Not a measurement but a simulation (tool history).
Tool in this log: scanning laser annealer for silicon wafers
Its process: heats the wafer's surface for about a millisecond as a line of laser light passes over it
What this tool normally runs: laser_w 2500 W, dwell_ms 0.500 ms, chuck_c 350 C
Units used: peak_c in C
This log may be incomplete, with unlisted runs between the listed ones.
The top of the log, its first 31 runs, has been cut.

run   hour  laser_w  dwell_ms  chuck_c  hours of work since the window was cleaned  hours of work since the power meter was calibrated  hours of work since the optics were aligned  peak_c
 32  469.5     2656     0.392      388                                         571                                                 534                                          614    1144
 33  485.7     2230     0.394      350                                         583                                                 545                                          625     984
     507.8  -- window over the wafer cleaned
 34  508.4     2718     0.500      350                                           0                                                 559                                          639    1249
 35  525.1     2246     0.401      368                                          12                                                 571                                          651    1033
 36  535.0     2336     0.401      317                                          19                                                 578                                          657    1006
 37  545.0     2336     0.401      317                                          26                                                 584                                          664    1006
 38  558.5     2500     0.397      321                                          35                                                 594                                          673    1054
 39  575.7     2132     0.524      372                                          47                                                 606                                          685    1090
 40  585.9     2132     0.524      372                                          54                                                 613                                          692    1093
 41  603.0     2308     0.445      345                                          65                                                 624                                          704    1063

Each row is a separate what-if for the run after 41, all from the same tool condition, not one after another. Results?
  A  621.2     2500     0.475      343                                          78                                                 637                                          717       ?
  B  621.2     2679     0.445      377                                          78                                                 637                                          717       ?
  C  621.2     2248     0.415      325                                          78                                                 637                                          717       ?
  D  621.2     2333     0.430      365                                          78                                                 637                                          717       ?

run  peak_c
  A    1146
  B    1208
  C     996
  D    1078
Stripped of hidden state, with their random variation kept, the same runs would have yielded:
run  peak_c
  A    1148
  B    1210
  C     997
  D    1079

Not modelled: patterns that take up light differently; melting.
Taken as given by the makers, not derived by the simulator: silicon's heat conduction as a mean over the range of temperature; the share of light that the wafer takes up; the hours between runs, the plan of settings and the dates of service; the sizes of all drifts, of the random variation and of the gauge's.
